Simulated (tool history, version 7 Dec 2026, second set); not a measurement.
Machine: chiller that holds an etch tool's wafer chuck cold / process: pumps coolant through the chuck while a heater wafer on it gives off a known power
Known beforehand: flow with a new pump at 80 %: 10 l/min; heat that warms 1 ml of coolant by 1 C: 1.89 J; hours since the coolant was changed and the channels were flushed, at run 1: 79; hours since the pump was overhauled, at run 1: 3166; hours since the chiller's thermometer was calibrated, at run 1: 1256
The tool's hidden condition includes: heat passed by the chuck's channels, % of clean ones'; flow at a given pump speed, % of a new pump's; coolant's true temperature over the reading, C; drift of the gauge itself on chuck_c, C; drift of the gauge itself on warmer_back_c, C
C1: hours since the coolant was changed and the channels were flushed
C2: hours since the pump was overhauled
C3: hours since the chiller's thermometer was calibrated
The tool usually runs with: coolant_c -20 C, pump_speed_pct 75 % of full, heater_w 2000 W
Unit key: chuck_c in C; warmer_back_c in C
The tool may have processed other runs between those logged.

run 1 hour=0.0 | coolant_c=-20 pump_speed_pct=75 heater_w=2000 | C1=79 C2=3166 C3=1256 | chuck_c=-4.1 warmer_back_c=6.75
run 2 hour=91.5 | coolant_c=-20 pump_speed_pct=75 heater_w=2000 | C1=170 C2=3258 C3=1348 | chuck_c=-4.1 warmer_back_c=6.74
run 3 hour=200.2 | coolant_c=-19 pump_speed_pct=75 heater_w=2000 | C1=279 C2=3366 C3=1457 | chuck_c=-3.1 warmer_back_c=6.73
run 4 hour=264.3 | coolant_c=-28 pump_speed_pct=75 heater_w=2000 | C1=343 C2=3430 C3=1521 | chuck_c=-12.1 warmer_back_c=6.87
run 5 hour=346.9 | coolant_c=-28 pump_speed_pct=75 heater_w=2000 | C1=425 C2=3513 C3=1603 | chuck_c=-12.0 warmer_back_c=6.86
run 6 hour=430.7 | coolant_c=-28 pump_speed_pct=75 heater_w=2000 | C1=509 C2=3597 C3=1687 | chuck_c=-12.1 warmer_back_c=6.89
run 7 hour=497.3 | coolant_c=-20 pump_speed_pct=75 heater_w=2741 | C1=576 C2=3663 C3=1754 | chuck_c=1.7 warmer_back_c=9.36
run 8 hour=606.4 | coolant_c=-20 pump_speed_pct=75 heater_w=2741 | C1=685 C2=3772 C3=1863 | chuck_c=1.8 warmer_back_c=9.39
run 9 hour=654.3 | coolant_c=-20 pump_speed_pct=75 heater_w=2741 | C1=733 C2=3820 C3=1911 | chuck_c=1.7 warmer_back_c=9.33
run 10 hour=736.3 | coolant_c=-21 pump_speed_pct=75 heater_w=2000 | C1=815 C2=3902 C3=1993 | chuck_c=-5.3 warmer_back_c=6.84
run 11 hour=816.3 | coolant_c=-20 pump_speed_pct=75 heater_w=1795 | C1=895 C2=3982 C3=2073 | chuck_c=-5.8 warmer_back_c=6.20
run 12 hour=906.1 | coolant_c=-11 pump_speed_pct=75 heater_w=2000 | C1=985 C2=4072 C3=2163 | chuck_c=4.9 warmer_back_c=6.90
run 13 hour=989.4 | coolant_c=-11 pump_speed_pct=75 heater_w=2000 | C1=1068 C2=4155 C3=2246 | chuck_c=4.8 warmer_back_c=6.89
run 14 hour=1043.3 | coolant_c=-23 pump_speed_pct=96 heater_w=2706 | C1=1122 C2=4209 C3=2300 | chuck_c=-4.4 warmer_back_c=7.32
run 15 hour=1090.3 | coolant_c=-14 pump_speed_pct=83 heater_w=2900 | C1=1169 C2=4256 C3=2347 | chuck_c=7.6 warmer_back_c=9.03
run 16 hour=1202.6 | coolant_c=-25 pump_speed_pct=75 heater_w=1255 | C1=1281 C2=4369 C3=2459 | chuck_c=-15.1 warmer_back_c=4.37
run 17 hour=1285.4 | coolant_c=-25 pump_speed_pct=71 heater_w=2090 | C1=1364 C2=4451 C3=2542 | chuck_c=-8.0 warmer_back_c=7.61
run 18 hour=1383.9 | coolant_c=-20 pump_speed_pct=70 heater_w=2660 | C1=1462 C2=4550 C3=2640 | chuck_c=2.2 warmer_back_c=9.86
run 19 hour=1479.3 | coolant_c=-20 pump_speed_pct=75 heater_w=2660 | C1=1558 C2=4645 C3=2736 | chuck_c=1.0 warmer_back_c=9.22
run 20 hour=1525.1 | coolant_c=-15 pump_speed_pct=75 heater_w=2000 | C1=1604 C2=4691 C3=2782 | chuck_c=0.8 warmer_back_c=7.01
run 21 hour=1589.7 | coolant_c=-15 pump_speed_pct=75 heater_w=2000 | C1=1668 C2=4756 C3=2846 | chuck_c=1.0 warmer_back_c=6.92

Consider 4 possible next runs. They are alternatives, not a sequence: every one starts from the tool as it was left by run 21. What does each give?
run A hour=1698.5 | coolant_c=-18 pump_speed_pct=75 heater_w=1374 | C1=1777 C2=4865 C3=2955 | chuck_c=? warmer_back_c=?
run B hour=1698.5 | coolant_c=-24 pump_speed_pct=75 heater_w=1113 | C1=1777 C2=4865 C3=2955 | chuck_c=? warmer_back_c=?
run C hour=1698.5 | coolant_c=-27 pump_speed_pct=68 heater_w=1986 | C1=1777 C2=4865 C3=2955 | chuck_c=? warmer_back_c=?
run D hour=1698.5 | coolant_c=-17 pump_speed_pct=78 heater_w=1921 | C1=1777 C2=4865 C3=2955 | chuck_c=? warmer_back_c=?

run=A chuck_c=-6.9 warmer_back_c=4.88
run=B chuck_c=-15.2 warmer_back_c=3.98
run=C chuck_c=-10.2 warmer_back_c=7.55
run=D chuck_c=-2.0 warmer_back_c=6.46
What these runs would have given with no unlogged condition in the tool:
run=A chuck_c=-6.9 warmer_back_c=4.69
run=B chuck_c=-15.2 warmer_back_c=3.79
run=C chuck_c=-10.3 warmer_back_c=7.35
run=D chuck_c=-2.0 warmer_back_c=6.26
